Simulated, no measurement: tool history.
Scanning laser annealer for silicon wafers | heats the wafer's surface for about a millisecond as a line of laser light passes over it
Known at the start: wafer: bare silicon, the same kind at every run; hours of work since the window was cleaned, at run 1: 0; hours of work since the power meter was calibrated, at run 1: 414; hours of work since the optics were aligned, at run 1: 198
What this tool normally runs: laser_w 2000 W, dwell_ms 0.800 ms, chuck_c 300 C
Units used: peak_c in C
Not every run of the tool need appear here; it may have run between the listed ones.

run	day	laser_w	dwell_ms	chuck_c	hours of work since the window was cleaned	hours of work since the power meter was calibrated	hours of work since the optics were aligned	peak_c
1	0.000	2000	0.800	300	0	414	198	1020
2	1.012	2000	0.800	300	18	432	216	1021
3	3.071	2000	0.800	300	55	469	253	1017
4	5.296	2000	0.800	300	94	509	292	1013
5	6.954	2000	0.800	300	124	538	322	1015
6	8.567	2000	0.800	300	153	567	351	1013
7	9.800	2000	0.800	300	175	589	373	1009
8	11.854	2000	0.976	300	211	625	409	1089
9	13.825	2000	0.738	300	246	660	444	977
10	15.867	1933	0.738	300	283	697	481	956
11	16.871	2000	0.800	300	301	715	499	1005
12	19.092	2000	0.800	281	340	754	538	984
13	21.338	2000	0.800	262	380	794	578	959
14	22.300	2000	0.800	262	397	812	595	964
15	23.429	2000	0.800	306	418	832	615	1001
16	25.583	2000	0.800	306	456	870	654	1005
17	27.771	2000	0.800	306	495	909	693	998
18	29.512	2000	0.957	300	526	940	724	1059
19	31.138	2000	0.957	300	555	969	753	1056
20	32.800	2000	0.957	300	585	999	782	1057
21	34.892	2039	0.756	308	622	1036	820	988
22	36.267	2154	0.979	300	646	1060	844	1117
23	37.283	2000	0.982	340	664	1079	862	1099
24	38.504	1830	0.913	328	686	1100	884	1002
25	39.742	2000	0.903	300	708	1122	906	1029
# day 41.633: window over the wafer cleaned
26	41.692	1788	0.856	297	1	1156	939	961
27	43.138	2129	0.652	297	27	1181	965	974
28	45.346	2129	0.652	297	66	1221	1005	974
29	47.233	2085	0.683	295	100	1254	1038	977
30	49.129	2085	0.683	295	134	1288	1072	975
31	51.125	2052	0.765	295	169	1324	1108	1001
32	53.196	1909	0.813	292	206	1361	1144	967
33	54.179	2056	0.708	305	224	1378	1162	980
34	56.154	2056	0.708	305	259	1413	1197	978
35	57.467	2056	0.708	305	282	1437	1221	976
36	59.700	2000	0.800	294	322	1477	1260	992
37	61.758	2167	0.698	309	359	1513	1297	1005
38	63.883	2000	0.615	300	397	1551	1335	901
# day 64.383: optics aligned, line set to its width
39	65.112	2000	0.776	300	415	1569	13	993
40	66.521	2000	0.593	301	440	1594	38	902

Consider 5 possible next runs. They are alternatives, not a sequence: every one starts from the tool as it was left by run 40. What does each give?
A	68.425	1860	0.816	301	474	1628	72	?
B	68.425	2000	0.746	329	474	1628	72	?
C	68.425	2067	0.624	276	474	1628	72	?
D	68.425	2000	0.800	264	474	1628	72	?
E	68.425	1830	0.669	261	474	1628	72	?

run	peak_c
A	958
B	1004
C	908
D	962
E	849
What these runs would have given with no unlogged condition in the tool:
run	peak_c
A	980
B	1026
C	929
D	985
E	868
